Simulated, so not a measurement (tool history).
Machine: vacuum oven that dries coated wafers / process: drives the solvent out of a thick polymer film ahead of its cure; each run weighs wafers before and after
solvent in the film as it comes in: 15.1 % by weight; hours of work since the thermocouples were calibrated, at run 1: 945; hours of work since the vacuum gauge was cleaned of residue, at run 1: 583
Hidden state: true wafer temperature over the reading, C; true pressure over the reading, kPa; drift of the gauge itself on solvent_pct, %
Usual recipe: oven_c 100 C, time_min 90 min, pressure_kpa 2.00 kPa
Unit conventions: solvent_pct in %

run   hour  oven_c  time_min  pressure_kpa  hours of work since the thermocouples were calibrated  hours of work since the vacuum gauge was cleaned of residue  solvent_pct
  1    0.0     100        90          2.00                                                    945                                                          583         1.49
  2   22.4     100        90          2.00                                                    963                                                          600         1.45
  3   47.9     100        90          2.00                                                    983                                                          620         1.48
  4   82.6     100        90          2.00                                                   1010                                                          647         1.42
  5  134.0      91        90          2.00                                                   1050                                                          687         3.62
     138.9  -- vacuum gauge cleaned of residue and calibrated
  6  160.3      91        90          2.00                                                   1069                                                           17         3.58
  7  198.3      91        90          2.00                                                   1099                                                           46         3.59

What will run 8 give?
  8  223.3      86        90          3.23                                                   1118                                                           66            ?

{"run 8": {"solvent_pct": 5.37}}
Without the tool's hidden state the same run would have given solvent_pct 6.04 %.

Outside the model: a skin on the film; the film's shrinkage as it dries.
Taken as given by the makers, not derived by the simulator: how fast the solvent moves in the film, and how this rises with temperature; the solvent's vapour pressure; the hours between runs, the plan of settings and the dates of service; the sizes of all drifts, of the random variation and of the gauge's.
